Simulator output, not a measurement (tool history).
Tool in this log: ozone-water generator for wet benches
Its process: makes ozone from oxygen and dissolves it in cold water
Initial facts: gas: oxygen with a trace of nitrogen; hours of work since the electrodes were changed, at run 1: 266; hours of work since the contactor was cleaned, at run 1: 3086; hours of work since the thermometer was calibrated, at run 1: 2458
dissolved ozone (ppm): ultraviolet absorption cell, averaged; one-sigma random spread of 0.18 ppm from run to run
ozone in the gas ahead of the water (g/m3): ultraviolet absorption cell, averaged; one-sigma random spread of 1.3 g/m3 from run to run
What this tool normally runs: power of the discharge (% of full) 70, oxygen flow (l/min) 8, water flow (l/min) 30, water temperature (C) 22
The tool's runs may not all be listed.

| run | day | power of the discharge (% of full) | oxygen flow (l/min) | water flow (l/min) | water temperature (C) | hours of work since the electrodes were changed | hours of work since the contactor was cleaned | hours of work since the thermometer was calibrated | dissolved ozone (ppm) | ozone in the gas ahead of the water (g/m3) |
|---|---|---|---|---|---|---|---|---|---|---|
| 1 | 0 | 70 | 8 | 30 | 22 | 266 | 3086 | 2458 | 23.7 | 234.1 |
| 2 | 1.546 | 70 | 8 | 30 | 22 | 291 | 3111 | 2483 | 23.7 | 236.3 |
| 3 | 3.479 | 70 | 8 | 30 | 22 | 322 | 3141 | 2514 | 23.7 | 233.5 |
| 4 | 5.025 | 70 | 8 | 30 | 22 | 346 | 3166 | 2538 | 23.6 | 235.3 |
| 5 | 7.079 | 70 | 8 | 30 | 22 | 379 | 3199 | 2571 | 23.7 | 234.4 |
| 6 | 10.267 | 70 | 8 | 30 | 22 | 430 | 3249 | 2622 | 23.6 | 231.7 |
| 7 | 12.117 | 70 | 8 | 30 | 15 | 459 | 3279 | 2651 | 26.1 | 234.2 |
| 8 | 14.029 | 70 | 8 | 30 | 15 | 490 | 3309 | 2681 | 25.9 | 231.6 |
| 9 | 17.258 | 71 | 12.95 | 18 | 22 | 541 | 3361 | 2733 | 34.2 | 196.8 |
| 10 | 19.071 | 56 | 10.58 | 46 | 18 | 570 | 3389 | 2762 | 14.4 | 176.8 |
| 11 | 21.033 | 56 | 10.58 | 46 | 18 | 601 | 3421 | 2793 | 14.4 | 177.1 |
| 12 | 22.804 | 56 | 10.58 | 46 | 18 | 629 | 3449 | 2821 | 14.5 | 178.5 |
| 13 | 25.808 | 95 | 13.87 | 22 | 22 | 677 | 3496 | 2869 | 36.8 | 236.7 |
| 14 | 28.512 | 55 | 7.75 | 29 | 18 | 720 | 3539 | 2912 | 21 | 194.9 |
| 15 | 31.558 | 55 | 7.75 | 29 | 18 | 768 | 3588 | 2960 | 20.9 | 193.8 |
| 16 | 33.075 | 55 | 7.75 | 29 | 18 | 792 | 3612 | 2984 | 21.2 | 193.8 |

Alternative continuations, all from the tool just after run 16; predict every row:
| A | 36.479 | 70 | 9.8 | 24 | 22 | 846 | 3666 | 3038 | ? | ? |
| B | 36.479 | 68 | 7.75 | 29 | 29 | 846 | 3666 | 3038 | ? | ? |
| C | 36.479 | 70 | 8 | 30 | 20 | 846 | 3666 | 3038 | ? | ? |

| run | dissolved ozone (ppm) | ozone in the gas ahead of the water (g/m3) |
|---|---|---|
| A | 27.9 | 215.2 |
| B | 20.4 | 229 |
| C | 23.7 | 229.1 |
With no hidden state in the tool, these same runs would have given:
| run | dissolved ozone (ppm) | ozone in the gas ahead of the water (g/m3) |
|---|---|---|
| A | 30.6 | 221.8 |
| B | 22.6 | 235.8 |
| C | 26.2 | 236.2 |
